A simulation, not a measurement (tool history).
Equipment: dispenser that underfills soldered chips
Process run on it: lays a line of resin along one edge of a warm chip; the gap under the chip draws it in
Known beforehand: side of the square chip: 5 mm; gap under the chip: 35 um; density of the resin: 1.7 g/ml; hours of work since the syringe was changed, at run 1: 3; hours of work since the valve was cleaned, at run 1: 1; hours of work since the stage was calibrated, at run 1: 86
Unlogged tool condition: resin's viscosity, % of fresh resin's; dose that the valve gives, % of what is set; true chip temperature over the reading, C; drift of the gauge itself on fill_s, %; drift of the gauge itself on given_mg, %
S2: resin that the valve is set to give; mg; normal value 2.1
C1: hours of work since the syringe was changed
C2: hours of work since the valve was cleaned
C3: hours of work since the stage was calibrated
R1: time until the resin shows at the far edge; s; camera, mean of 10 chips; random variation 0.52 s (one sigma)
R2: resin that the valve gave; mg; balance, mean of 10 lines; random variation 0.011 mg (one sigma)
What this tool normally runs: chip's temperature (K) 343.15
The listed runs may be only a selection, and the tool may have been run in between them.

{"run": 1, "hour": 0.0, "chip's temperature (K)": 343.15, "S2": 2.1, "C1": 3, "C2": 1, "C3": 86, "R1": 51.7, "R2": 2.09}
{"run": 2, "hour": 4.1, "chip's temperature (K)": 343.15, "S2": 2.1, "C1": 6, "C2": 3, "C3": 89, "R1": 62.8, "R2": 2.09}
{"hour": 9.0, "done": "new syringe of resin"}
{"run": 3, "hour": 10.9, "chip's temperature (K)": 328.15, "S2": 2.1, "C1": 1, "C2": 7, "C3": 93, "R1": 75.7, "R2": 2.09}
{"run": 4, "hour": 17.2, "chip's temperature (K)": 328.15, "S2": 1.83, "C1": 5, "C2": 11, "C3": 97, "R1": 101.3, "R2": 1.82}
{"hour": 23.2, "done": "new syringe of resin"}
{"run": 5, "hour": 24.3, "chip's temperature (K)": 332.15, "S2": 2.1, "C1": 1, "C2": 15, "C3": 101, "R1": 63.4, "R2": 2.08}
{"run": 6, "hour": 28.2, "chip's temperature (K)": 332.15, "S2": 1.92, "C1": 3, "C2": 18, "C3": 103, "R1": 79.1, "R2": 1.9}
{"run": 7, "hour": 32.6, "chip's temperature (K)": 332.15, "S2": 1.92, "C1": 6, "C2": 20, "C3": 106, "R1": 93.5, "R2": 1.88}
{"hour": 37.5, "done": "new syringe of resin"}
{"run": 8, "hour": 37.5, "chip's temperature (K)": 343.15, "S2": 2.1, "C1": 0, "C2": 23, "C3": 109, "R1": 43.7, "R2": 2.06}
{"run": 9, "hour": 41.4, "chip's temperature (K)": 343.15, "S2": 2.1, "C1": 2, "C2": 26, "C3": 111, "R1": 50.6, "R2": 2.05}
{"run": 10, "hour": 45.4, "chip's temperature (K)": 343.15, "S2": 2.1, "C1": 5, "C2": 28, "C3": 113, "R1": 59.5, "R2": 2.07}
{"run": 11, "hour": 50.1, "chip's temperature (K)": 343.15, "S2": 2.1, "C1": 8, "C2": 31, "C3": 116, "R1": 72.3, "R2": 2.04}
{"hour": 51.6, "done": "new syringe of resin"}
{"run": 12, "hour": 53.3, "chip's temperature (K)": 335.15, "S2": 2.1, "C1": 1, "C2": 33, "C3": 118, "R1": 60.7, "R2": 2.05}
{"run": 13, "hour": 59.7, "chip's temperature (K)": 356.15, "S2": 2.41, "C1": 5, "C2": 37, "C3": 122, "R1": 39.8, "R2": 2.36}
{"run": 14, "hour": 62.5, "chip's temperature (K)": 337.15, "S2": 2.28, "C1": 7, "C2": 38, "C3": 124, "R1": 81, "R2": 2.23}
{"hour": 65.6, "done": "new syringe of resin"}
{"run": 15, "hour": 66.0, "chip's temperature (K)": 337.15, "S2": 1.92, "C1": 0, "C2": 40, "C3": 126, "R1": 56.5, "R2": 1.86}
{"run": 16, "hour": 70.2, "chip's temperature (K)": 357.15, "S2": 1.88, "C1": 3, "C2": 43, "C3": 128, "R1": 37, "R2": 1.81}
{"run": 17, "hour": 73.7, "chip's temperature (K)": 335.15, "S2": 2.21, "C1": 5, "C2": 45, "C3": 130, "R1": 78.9, "R2": 2.14}
{"hour": 79.7, "done": "new syringe of resin"}
{"run": 18, "hour": 79.7, "chip's temperature (K)": 335.15, "S2": 2.21, "C1": 0, "C2": 48, "C3": 134, "R1": 52.9, "R2": 2.13}
{"run": 19, "hour": 82.9, "chip's temperature (K)": 335.15, "S2": 2.21, "C1": 2, "C2": 50, "C3": 136, "R1": 61.5, "R2": 2.13}
{"run": 20, "hour": 86.9, "chip's temperature (K)": 346.15, "S2": 2.12, "C1": 4, "C2": 53, "C3": 138, "R1": 51.8, "R2": 2.05}
{"run": 21, "hour": 89.8, "chip's temperature (K)": 346.15, "S2": 2.12, "C1": 6, "C2": 54, "C3": 140, "R1": 58.3, "R2": 2.04}
{"run": 22, "hour": 93.1, "chip's temperature (K)": 346.15, "S2": 2.12, "C1": 8, "C2": 56, "C3": 142, "R1": 65.2, "R2": 2.01}
{"hour": 93.7, "done": "new syringe of resin"}
{"run": 23, "hour": 99.9, "chip's temperature (K)": 334.15, "S2": 1.93, "C1": 4, "C2": 60, "C3": 146, "R1": 75.6, "R2": 1.82}
{"run": 24, "hour": 103.0, "chip's temperature (K)": 340.15, "S2": 2.26, "C1": 6, "C2": 62, "C3": 148, "R1": 67.5, "R2": 2.15}

5 ways to go on from here, each from the tool as it stands after run 24. What would each give?
{"run": "A", "hour": 106.1, "chip's temperature (K)": 341.15, "S2": 2.1, "C1": 8, "C2": 64, "C3": 150, "R1": "?", "R2": "?"}
{"run": "B", "hour": 106.1, "chip's temperature (K)": 357.15, "S2": 2.49, "C1": 8, "C2": 64, "C3": 150, "R1": "?", "R2": "?"}
{"run": "C", "hour": 106.1, "chip's temperature (K)": 330.15, "S2": 2.52, "C1": 8, "C2": 64, "C3": 150, "R1": "?", "R2": "?"}
{"run": "D", "hour": 106.1, "chip's temperature (K)": 346.15, "S2": 2.59, "C1": 8, "C2": 64, "C3": 150, "R1": "?", "R2": "?"}
{"run": "E", "hour": 106.1, "chip's temperature (K)": 343.15, "S2": 2.52, "C1": 8, "C2": 64, "C3": 150, "R1": "?", "R2": "?"}

run=A R1=74.8 R2=1.99
run=B R1=47 R2=2.38
run=C R1=107.9 R2=2.4
run=D R1=62.4 R2=2.45
run=E R1=68.8 R2=2.4
The same runs, with their run-to-run variation unchanged, on a tool lacking any hidden condition would have given:
run=A R1=44.2 R2=2.09
run=B R1=28.1 R2=2.5
run=C R1=64.3 R2=2.51
run=D R1=37.3 R2=2.58
run=E R1=41 R2=2.52

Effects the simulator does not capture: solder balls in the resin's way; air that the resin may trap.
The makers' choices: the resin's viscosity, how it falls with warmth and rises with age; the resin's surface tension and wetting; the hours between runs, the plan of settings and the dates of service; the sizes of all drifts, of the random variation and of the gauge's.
